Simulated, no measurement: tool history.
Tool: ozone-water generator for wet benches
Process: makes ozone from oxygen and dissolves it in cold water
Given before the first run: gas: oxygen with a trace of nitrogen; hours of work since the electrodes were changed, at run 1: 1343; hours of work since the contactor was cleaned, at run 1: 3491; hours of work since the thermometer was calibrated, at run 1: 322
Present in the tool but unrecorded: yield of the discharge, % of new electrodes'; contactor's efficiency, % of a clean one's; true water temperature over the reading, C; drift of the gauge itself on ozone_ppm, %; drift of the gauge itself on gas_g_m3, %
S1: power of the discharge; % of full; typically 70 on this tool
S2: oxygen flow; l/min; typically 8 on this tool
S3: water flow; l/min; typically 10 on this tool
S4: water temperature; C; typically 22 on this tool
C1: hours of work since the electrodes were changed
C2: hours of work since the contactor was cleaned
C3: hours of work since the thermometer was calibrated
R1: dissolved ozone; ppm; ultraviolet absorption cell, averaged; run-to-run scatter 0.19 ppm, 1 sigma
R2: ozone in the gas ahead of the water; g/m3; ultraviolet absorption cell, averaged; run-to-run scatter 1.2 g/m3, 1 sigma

run   hour  S1     S2  S3  S4    C1    C2    C3    R1     R2
  1      0  70      8  10  22  1343  3491   322  27.8  210.9
  2   32.6  70      8  14  22  1373  3522   352  23.8  209.1
  3   60.8  70      8  14  22  1399  3548   379  23.7  209.6
  4   96.6  70      8  14  22  1432  3581   412  23.5  211.4
  5  123.8  70      8  14  22  1457  3606   437  23.5  211.4
     137.8  -- contactor cleaned
  6  156.1  70      8  14  22  1484    17   463  23.5  210.8
  7  179.2  70      8  14  22  1505    38   485  23.5  216.5
  8  223.8  70      8  14  22  1546    80   526  23.4  212.7
  9  259.4  70      8  14  22  1579   113   559  23.5  213.3
 10  284.2  70      8  10  22  1602   136   582  27.9    214
 11  317.3  70      8  10  22  1633   166   613  27.7  214.7
 12  358.9  70      8  10  22  1672   205   651  27.6  216.1
 13  386.8  70      8  10  22  1697   231   677  27.6  215.9
     389.4  -- gauge calibrated
 14  409.9  70      8  10  22  1719   252   698  27.7  210.1
 15  447.1  70      8  10  22  1753   287   733  27.9  212.8
 16  468.7  70      8  10  22  1773   307   753  27.8  211.7
 17  488.6  70      8  10  17  1792   325   771    31  211.4
 18  529.1  72   7.96   7  17  1829   363   809  37.3    217
 19  549.5  72   7.96   7  17  1848   382   828    37  218.3
 20  587.3  70  10.35  10  23  1883   417   863  25.6  188.9
 21  623.4  70  10.35  10  23  1917   450   896  25.6  191.4
 22  652.7  70  10.35  10  23  1944   477   923  25.7  190.8
 23  677.6  88   7.55  10  22  1967   500   946  32.1  253.5
 24  713.9  70      8   8  22  2001   534   980  30.5  216.7
 25  733.6  70   7.46   9  22  2019   552   998  29.3  221.5
 26  770.3  70   7.46   9  22  2053   586  1032  29.3  222.2
 27  795.4  70   7.46   9  22  2076   610  1056  29.4  222.9
 28  814.5  70   4.62  16  20  2094   627  1073  23.1  280.3
 29  851.5  70   4.62  16  20  2128   662  1108  22.8  280.2
 30  892.6  70      8  10  18  2166   700  1146  30.2  218.5
 31  919.1  70      8  10  18  2191   724  1170  30.5  220.6
 32    963  70      8  10  18  2231   765  1211  30.2  220.5

Here are 4 independent what-if runs from the current tool condition. What would each one return?
  A  1005  65   7.14  10  21  2270  804  1250   ?   ?
  B  1005  93      8  10  18  2270  804  1250   ?   ?
  C  1005  70  11.74  10  18  2270  804  1250   ?   ?
  D  1005  43    9.5  10  25  2270  804  1250   ?   ?

run    R1     R2
  A  27.5  223.5
  B    36  259.6
  C    28  183.8
  D  18.5  154.6
Without the tool's unlogged condition, the same runs would have read:
run    R1     R2
  A  27.5  213.7
  B    36  248.3
  C  28.1  175.7
  D  18.5  147.8
